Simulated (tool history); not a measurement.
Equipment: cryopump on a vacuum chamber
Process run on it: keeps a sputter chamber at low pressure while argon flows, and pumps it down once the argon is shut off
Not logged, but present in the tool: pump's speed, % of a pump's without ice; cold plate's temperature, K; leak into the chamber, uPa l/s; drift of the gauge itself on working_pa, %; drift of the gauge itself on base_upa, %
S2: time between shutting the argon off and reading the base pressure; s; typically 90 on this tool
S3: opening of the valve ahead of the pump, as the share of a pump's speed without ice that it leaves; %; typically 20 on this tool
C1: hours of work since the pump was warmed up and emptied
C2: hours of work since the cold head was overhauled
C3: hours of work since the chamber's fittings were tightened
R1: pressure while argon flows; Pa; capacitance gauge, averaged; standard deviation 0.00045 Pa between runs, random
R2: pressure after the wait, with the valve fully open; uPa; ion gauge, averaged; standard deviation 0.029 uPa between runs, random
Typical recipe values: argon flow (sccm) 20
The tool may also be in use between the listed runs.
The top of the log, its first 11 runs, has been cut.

Run 12, hour 102.5: usual settings but S2 36 s; C1 333; C2 333; C3 2519. Result: R1 0.1454 Pa, R2 5.84 uPa.
Run 13, hour 112.3: usual settings but S3 50 %; C1 338; C2 338; C3 2524. Result: R1 0.0620 Pa, R2 4.15 uPa.
Run 14, hour 125.9: usual settings but S3 50 %; C1 345; C2 345; C3 2531. Result: R1 0.0619 Pa, R2 4.28 uPa.
Run 15, hour 139.4: usual settings but S3 50 %; C1 352; C2 352; C3 2538. Result: R1 0.0614 Pa, R2 4.29 uPa.
Run 16, hour 146.9: usual settings but S2 215 s; C1 356; C2 356; C3 2542. Result: R1 0.1457 Pa, R2 3.47 uPa.
Run 17, hour 159.4: usual settings but S2 44 s; C1 363; C2 363; C3 2548. Result: R1 0.1458 Pa, R2 5.64 uPa.
Run 18, hour 173.9: usual settings but S2 44 s; C1 370; C2 370; C3 2556. Result: R1 0.1468 Pa, R2 5.55 uPa.
Run 19, hour 188.1: usual settings but S2 93 s, S3 19 %; C1 378; C2 378; C3 2564. Result: R1 0.1544 Pa, R2 4.28 uPa.
At hour 196.1: pump warmed up, emptied and cooled again.
Run 20, hour 203.4: usual settings but S2 93 s, S3 19 %; C1 4; C2 383; C3 2569. Result: R1 0.1486 Pa, R2 3.71 uPa.
Run 21, hour 213.4: usual settings but S2 93 s, S3 19 %; C1 9; C2 388; C3 2574. Result: R1 0.1483 Pa, R2 3.71 uPa.
Run 22, hour 226.0: usual settings but S2 153 s, S3 40 %; C1 16; C2 395; C3 2581. Result: R1 0.0717 Pa, R2 3.49 uPa.
Run 23, hour 239.7: usual settings but S2 153 s, S3 40 %; C1 23; C2 402; C3 2588. Result: R1 0.0711 Pa, R2 3.41 uPa.
Run 24, hour 248.1: usual settings but argon flow (sccm) 12, S2 64 s, S3 29 %; C1 27; C2 407; C3 2593. Result: R1 0.0588 Pa, R2 4.37 uPa.
Run 25, hour 257.1: usual settings but argon flow (sccm) 8; C1 32; C2 411; C3 2597. Result: R1 0.0570 Pa, R2 3.82 uPa.
Run 26, hour 268.2: usual settings but S3 19 %; C1 38; C2 417; C3 2603. Result: R1 0.1490 Pa, R2 3.81 uPa.
Run 27, hour 281.9: usual settings but argon flow (sccm) 36, S2 243 s, S3 43 %; C1 45; C2 424; C3 2610. Result: R1 0.1197 Pa, R2 3.16 uPa.
Run 28, hour 293.6: usual settings but argon flow (sccm) 27, S2 217 s, S3 43 %; C1 51; C2 431; C3 2617. Result: R1 0.0901 Pa, R2 3.23 uPa.
Run 29, hour 304.9: usual settings but argon flow (sccm) 10, S2 231 s; C1 57; C2 437; C3 2623. Result: R1 0.0721 Pa, R2 3.24 uPa.
Run 30, hour 317.5: usual settings but S2 53 s, S3 43 %; C1 64; C2 443; C3 2629. Result: R1 0.0668 Pa, R2 4.86 uPa.
Run 31, hour 325.4: usual settings but argon flow (sccm) 9; C1 68; C2 447; C3 2633. Result: R1 0.0641 Pa, R2 3.94 uPa.
Run 32, hour 334.8: usual settings but argon flow (sccm) 9; C1 73; C2 452; C3 2638. Result: R1 0.0646 Pa, R2 3.93 uPa.
Run 33, hour 348.0: usual settings but argon flow (sccm) 10, S2 159 s; C1 80; C2 459; C3 2645. Result: R1 0.0705 Pa, R2 3.43 uPa.
Run 34, hour 361.3: usual settings but S2 36 s, S3 43 %; C1 87; C2 466; C3 2652. Result: R1 0.0663 Pa, R2 5.85 uPa.
Run 35, hour 373.0: usual settings but S2 36 s, S3 43 %; C1 93; C2 473; C3 2658. Result: R1 0.0676 Pa, R2 5.68 uPa.

Branching from run 35: 3 alternative next runs. What would each branch give?
Run A, hour 380.6: usual settings but S2 185 s; C1 97; C2 477; C3 2663. Result: R1 ?, R2 ?.
Run B, hour 380.6: usual settings but argon flow (sccm) 26, S2 48 s, S3 58 %; C1 97; C2 477; C3 2663. Result: R1 ?, R2 ?.
Run C, hour 380.6: usual settings but argon flow (sccm) 8, S2 36 s, S3 35 %; C1 97; C2 477; C3 2663. Result: R1 ?, R2 ?.

run      R1    R2
  A  0.1432  3.42
  B  0.0651  4.91
  C  0.0329  5.65
Had the tool no hidden state, the same runs would have come out as:
run      R1    R2
  A  0.1417  0.81
  B  0.0632  2.39
  C  0.0323  3.12

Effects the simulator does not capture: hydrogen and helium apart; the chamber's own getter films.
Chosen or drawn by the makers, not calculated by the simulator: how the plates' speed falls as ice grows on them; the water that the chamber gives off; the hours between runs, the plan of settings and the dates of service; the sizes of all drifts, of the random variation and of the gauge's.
